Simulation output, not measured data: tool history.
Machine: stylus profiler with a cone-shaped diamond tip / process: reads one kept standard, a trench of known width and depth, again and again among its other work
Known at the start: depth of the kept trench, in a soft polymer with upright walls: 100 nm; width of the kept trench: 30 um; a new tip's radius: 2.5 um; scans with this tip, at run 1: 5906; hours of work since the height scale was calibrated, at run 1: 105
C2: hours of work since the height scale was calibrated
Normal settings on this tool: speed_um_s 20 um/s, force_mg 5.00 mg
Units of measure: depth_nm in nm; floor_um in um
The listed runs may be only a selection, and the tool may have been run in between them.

{"run": 1, "hour": 0.0, "speed_um_s": 20, "force_mg": 5.0, "scans with this tip": 5906, "C2": 105, "depth_nm": 100.864, "floor_um": 28.58}
{"run": 2, "hour": 108.7, "speed_um_s": 20, "force_mg": 5.0, "scans with this tip": 6186, "C2": 155, "depth_nm": 100.869, "floor_um": 28.53}
{"run": 3, "hour": 180.0, "speed_um_s": 20, "force_mg": 5.0, "scans with this tip": 6370, "C2": 188, "depth_nm": 100.86, "floor_um": 28.5}
{"run": 4, "hour": 245.2, "speed_um_s": 20, "force_mg": 5.0, "scans with this tip": 6538, "C2": 219, "depth_nm": 100.868, "floor_um": 28.56}
{"run": 5, "hour": 332.1, "speed_um_s": 20, "force_mg": 5.0, "scans with this tip": 6762, "C2": 259, "depth_nm": 100.864, "floor_um": 28.53}
{"run": 6, "hour": 436.6, "speed_um_s": 20, "force_mg": 5.0, "scans with this tip": 7031, "C2": 308, "depth_nm": 100.867, "floor_um": 28.59}
{"run": 7, "hour": 534.8, "speed_um_s": 34, "force_mg": 5.0, "scans with this tip": 7285, "C2": 353, "depth_nm": 100.865, "floor_um": 28.5}
{"run": 8, "hour": 587.8, "speed_um_s": 20, "force_mg": 2.67, "scans with this tip": 7421, "C2": 378, "depth_nm": 100.568, "floor_um": 28.56}
{"run": 9, "hour": 637.3, "speed_um_s": 39, "force_mg": 2.67, "scans with this tip": 7549, "C2": 401, "depth_nm": 100.569, "floor_um": 28.43}
{"run": 10, "hour": 734.5, "speed_um_s": 39, "force_mg": 2.67, "scans with this tip": 7799, "C2": 446, "depth_nm": 100.559, "floor_um": 28.49}
{"run": 11, "hour": 846.4, "speed_um_s": 39, "force_mg": 2.67, "scans with this tip": 8088, "C2": 498, "depth_nm": 100.564, "floor_um": 28.49}
{"run": 12, "hour": 924.0, "speed_um_s": 39, "force_mg": 2.67, "scans with this tip": 8288, "C2": 534, "depth_nm": 100.573, "floor_um": 28.46}
{"run": 13, "hour": 984.5, "speed_um_s": 36, "force_mg": 5.0, "scans with this tip": 8444, "C2": 562, "depth_nm": 100.852, "floor_um": 28.5}
{"run": 14, "hour": 1045.9, "speed_um_s": 36, "force_mg": 5.0, "scans with this tip": 8602, "C2": 591, "depth_nm": 100.865, "floor_um": 28.54}
{"run": 15, "hour": 1156.3, "speed_um_s": 20, "force_mg": 8.43, "scans with this tip": 8887, "C2": 642, "depth_nm": 101.231, "floor_um": 28.54}
{"run": 16, "hour": 1239.3, "speed_um_s": 48, "force_mg": 5.0, "scans with this tip": 9101, "C2": 680, "depth_nm": 100.866, "floor_um": 28.53}
{"run": 17, "hour": 1318.7, "speed_um_s": 5, "force_mg": 5.0, "scans with this tip": 9306, "C2": 717, "depth_nm": 100.87, "floor_um": 28.57}
{"run": 18, "hour": 1386.7, "speed_um_s": 5, "force_mg": 5.0, "scans with this tip": 9481, "C2": 749, "depth_nm": 100.855, "floor_um": 28.53}
{"run": 19, "hour": 1476.7, "speed_um_s": 6, "force_mg": 5.0, "scans with this tip": 9713, "C2": 791, "depth_nm": 100.861, "floor_um": 28.55}
{"run": 20, "hour": 1572.0, "speed_um_s": 20, "force_mg": 5.0, "scans with this tip": 9959, "C2": 835, "depth_nm": 100.861, "floor_um": 28.54}
{"run": 21, "hour": 1641.7, "speed_um_s": 20, "force_mg": 5.0, "scans with this tip": 10138, "C2": 867, "depth_nm": 100.874, "floor_um": 28.57}
{"run": 22, "hour": 1745.7, "speed_um_s": 20, "force_mg": 5.0, "scans with this tip": 10406, "C2": 916, "depth_nm": 100.867, "floor_um": 28.58}
{"hour": 1791.6, "done": "height scale calibrated on a step standard"}
{"run": 23, "hour": 1791.6, "speed_um_s": 20, "force_mg": 5.0, "scans with this tip": 10523, "C2": 0, "depth_nm": 100.882, "floor_um": 28.52}
{"run": 24, "hour": 1837.4, "speed_um_s": 20, "force_mg": 2.84, "scans with this tip": 10642, "C2": 21, "depth_nm": 100.586, "floor_um": 28.53}
{"run": 25, "hour": 1928.1, "speed_um_s": 12, "force_mg": 8.26, "scans with this tip": 10875, "C2": 63, "depth_nm": 101.214, "floor_um": 28.55}
{"run": 26, "hour": 2007.2, "speed_um_s": 53, "force_mg": 13.1, "scans with this tip": 11079, "C2": 100, "depth_nm": 101.65, "floor_um": 28.51}
{"run": 27, "hour": 2088.2, "speed_um_s": 41, "force_mg": 8.0, "scans with this tip": 11288, "C2": 138, "depth_nm": 101.184, "floor_um": 28.49}
{"run": 28, "hour": 2150.7, "speed_um_s": 9, "force_mg": 6.01, "scans with this tip": 11449, "C2": 167, "depth_nm": 100.984, "floor_um": 28.57}
{"run": 29, "hour": 2219.1, "speed_um_s": 23, "force_mg": 4.28, "scans with this tip": 11626, "C2": 199, "depth_nm": 100.781, "floor_um": 28.55}
{"run": 30, "hour": 2277.7, "speed_um_s": 13, "force_mg": 10.18, "scans with this tip": 11777, "C2": 226, "depth_nm": 101.384, "floor_um": 28.52}
{"run": 31, "hour": 2328.2, "speed_um_s": 12, "force_mg": 10.18, "scans with this tip": 11907, "C2": 249, "depth_nm": 101.385, "floor_um": 28.55}
{"run": 32, "hour": 2378.3, "speed_um_s": 22, "force_mg": 3.57, "scans with this tip": 12036, "C2": 272, "depth_nm": 100.695, "floor_um": 28.58}
{"run": 33, "hour": 2437.1, "speed_um_s": 22, "force_mg": 3.57, "scans with this tip": 12188, "C2": 300, "depth_nm": 100.687, "floor_um": 28.52}
{"run": 34, "hour": 2538.8, "speed_um_s": 22, "force_mg": 3.57, "scans with this tip": 12450, "C2": 347, "depth_nm": 100.688, "floor_um": 28.51}
{"run": 35, "hour": 2648.0, "speed_um_s": 10, "force_mg": 3.31, "scans with this tip": 12731, "C2": 398, "depth_nm": 100.66, "floor_um": 28.54}
{"run": 36, "hour": 2702.0, "speed_um_s": 10, "force_mg": 3.31, "scans with this tip": 12870, "C2": 423, "depth_nm": 100.664, "floor_um": 28.52}
{"run": 37, "hour": 2756.8, "speed_um_s": 39, "force_mg": 7.9, "scans with this tip": 13012, "C2": 448, "depth_nm": 101.176, "floor_um": 28.55}
{"run": 38, "hour": 2828.4, "speed_um_s": 65, "force_mg": 5.0, "scans with this tip": 13197, "C2": 482, "depth_nm": 100.866, "floor_um": 28.51}
{"run": 39, "hour": 2904.6, "speed_um_s": 27, "force_mg": 2.13, "scans with this tip": 13393, "C2": 517, "depth_nm": 100.49, "floor_um": 28.49}
{"run": 40, "hour": 3000.2, "speed_um_s": 5, "force_mg": 12.47, "scans with this tip": 13639, "C2": 561, "depth_nm": 101.593, "floor_um": 28.57}
{"run": 41, "hour": 3097.7, "speed_um_s": 16, "force_mg": 6.21, "scans with this tip": 13891, "C2": 607, "depth_nm": 100.998, "floor_um": 28.56}
{"run": 42, "hour": 3199.5, "speed_um_s": 7, "force_mg": 13.0, "scans with this tip": 14153, "C2": 654, "depth_nm": 101.638, "floor_um": 28.57}
{"run": 43, "hour": 3301.6, "speed_um_s": 39, "force_mg": 7.72, "scans with this tip": 14417, "C2": 701, "depth_nm": 101.16, "floor_um": 28.54}
{"run": 44, "hour": 3374.6, "speed_um_s": 39, "force_mg": 7.72, "scans with this tip": 14605, "C2": 735, "depth_nm": 101.156, "floor_um": 28.55}
{"run": 45, "hour": 3453.9, "speed_um_s": 70, "force_mg": 4.97, "scans with this tip": 14809, "C2": 772, "depth_nm": 100.873, "floor_um": 28.41}
{"run": 46, "hour": 3539.7, "speed_um_s": 13, "force_mg": 14.89, "scans with this tip": 15030, "C2": 812, "depth_nm": 101.796, "floor_um": 28.54}
{"run": 47, "hour": 3612.7, "speed_um_s": 9, "force_mg": 5.18, "scans with this tip": 15219, "C2": 846, "depth_nm": 100.883, "floor_um": 28.54}

What would each run have given without the hidden state, its run-to-run variation left as it was?
What the log doesn't record here: radius of the tip, um; height scale over the true one, %; drift of the gauge itself on depth_nm, %; drift of the gauge itself on floor_um, %.
run=1 floor_um=28.59
run=2 floor_um=28.54
run=3 floor_um=28.51
run=4 floor_um=28.57
run=5 floor_um=28.54
run=6 floor_um=28.60
run=7 floor_um=28.51
run=8 floor_um=28.57
run=9 floor_um=28.45
run=10 floor_um=28.50
run=11 floor_um=28.50
run=12 floor_um=28.47
run=13 floor_um=28.51
run=14 floor_um=28.56
run=15 floor_um=28.55
run=16 floor_um=28.54
run=17 floor_um=28.58
run=18 floor_um=28.55
run=19 floor_um=28.57
run=20 floor_um=28.56
run=21 floor_um=28.58
run=22 floor_um=28.60
run=23 floor_um=28.54
run=24 floor_um=28.55
run=25 floor_um=28.56
run=26 floor_um=28.52
run=27 floor_um=28.50
run=28 floor_um=28.59
run=29 floor_um=28.56
run=30 floor_um=28.53
run=31 floor_um=28.56
run=32 floor_um=28.59
run=33 floor_um=28.54
run=34 floor_um=28.53
run=35 floor_um=28.56
run=36 floor_um=28.54
run=37 floor_um=28.56
run=38 floor_um=28.53
run=39 floor_um=28.51
run=40 floor_um=28.59
run=41 floor_um=28.58
run=42 floor_um=28.59
run=43 floor_um=28.56
run=44 floor_um=28.57
run=45 floor_um=28.43
run=46 floor_um=28.56
run=47 floor_um=28.57
depth_nm: differs from the measured result by no more than 0.004 nm in any run.
